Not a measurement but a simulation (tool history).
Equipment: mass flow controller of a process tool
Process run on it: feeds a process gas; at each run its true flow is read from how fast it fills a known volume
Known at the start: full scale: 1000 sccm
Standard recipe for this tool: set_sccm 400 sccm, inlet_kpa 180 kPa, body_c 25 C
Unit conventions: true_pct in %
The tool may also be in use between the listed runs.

Run 1, day 0.000: usual settings. Result: true_pct 99.18 %.
Run 2, day 6.821: usual settings. Result: true_pct 98.80 %.
Run 3, day 9.850: usual settings. Result: true_pct 98.99 %.
Run 4, day 16.446: usual settings. Result: true_pct 99.14 %.
Run 5, day 22.412: usual settings but inlet_kpa 257 kPa. Result: true_pct 99.22 %.
Run 6, day 26.358: usual settings but inlet_kpa 257 kPa. Result: true_pct 99.27 %.
Run 7, day 30.729: usual settings but inlet_kpa 257 kPa. Result: true_pct 99.20 %.

What will run 8 give?
Run 8, day 34.925: usual settings but set_sccm 205 sccm, inlet_kpa 257 kPa, body_c 21 C. Result: true_pct ?.

{"run 8": {"true_pct": 98.7}}
Minus the tool's unlogged condition, the same run would have read true_pct 98.93 %.
